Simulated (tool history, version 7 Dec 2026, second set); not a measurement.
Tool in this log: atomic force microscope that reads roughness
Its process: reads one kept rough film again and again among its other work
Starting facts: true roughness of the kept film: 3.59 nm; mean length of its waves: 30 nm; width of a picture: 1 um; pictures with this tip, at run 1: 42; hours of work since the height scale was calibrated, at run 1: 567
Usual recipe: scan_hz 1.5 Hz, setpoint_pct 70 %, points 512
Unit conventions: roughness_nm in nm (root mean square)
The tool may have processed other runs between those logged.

run   hour  scan_hz  setpoint_pct  points  pictures with this tip  hours of work since the height scale was calibrated  roughness_nm
  1      0      1.5            70     512                      42                                                  567           2.7
  2     11      1.5            70     512                      57                                                  575          2.59
  3   29.7      1.5            70     512                      83                                                  588         2.427
      35.5  -- new tip fitted
  4   40.9      1.5            70     512                       8                                                  596         3.039
  5   58.4      1.5            70     512                      32                                                  609         2.822
  6   78.3     3.09            70     512                      60                                                  623         2.427
  7   96.9      1.5            70     512                      86                                                  636         2.451
     100.8  -- new tip fitted
  8  112.2      1.5            70     512                      16                                                  647         2.992
  9  123.6      1.5            70     512                      32                                                  655         2.827
 10  136.2      1.5            70     512                      49                                                  664         2.689
 11  150.3      1.5            71     512                      69                                                  674         2.569
     166.3  -- new tip fitted
 12  167.9     0.73            88     694                       2                                                  686          3.04
 13  186.3     2.04            68     717                      28                                                  699         2.854
 14  202.5     2.04            68     717                      50                                                  711         2.684
 15  216.3      1.5            70     317                      69                                                  721          2.59
 16    227     3.36            72     451                      84                                                  728         2.256
     231.5  -- new tip fitted
 17  238.2     3.36            72     451                       9                                                  736         2.747
 18  251.3     3.36            72     451                      27                                                  745         2.573
 19  262.3     3.36            72     451                      42                                                  753         2.495
 20  272.6     3.36            74     451                      57                                                  761          2.34

What if the next run were any one of these 4? Each begins from the tool's condition after run 20:
  A   284     1.37            57     737                      73                                                  769             ?
  B   284     3.36            86     267                      73                                                  769             ?
  C   284     0.58            74     451                      73                                                  769             ?
  D   284     3.32            70     512                      73                                                  769             ?

run  roughness_nm
  A         2.676
  B         1.959
  C         2.643
  D         2.323
The same runs, with their run-to-run variation unchanged, on a tool lacking any hidden condition would have given:
run  roughness_nm
  A         3.226
  B         2.362
  C         3.186
  D         2.802

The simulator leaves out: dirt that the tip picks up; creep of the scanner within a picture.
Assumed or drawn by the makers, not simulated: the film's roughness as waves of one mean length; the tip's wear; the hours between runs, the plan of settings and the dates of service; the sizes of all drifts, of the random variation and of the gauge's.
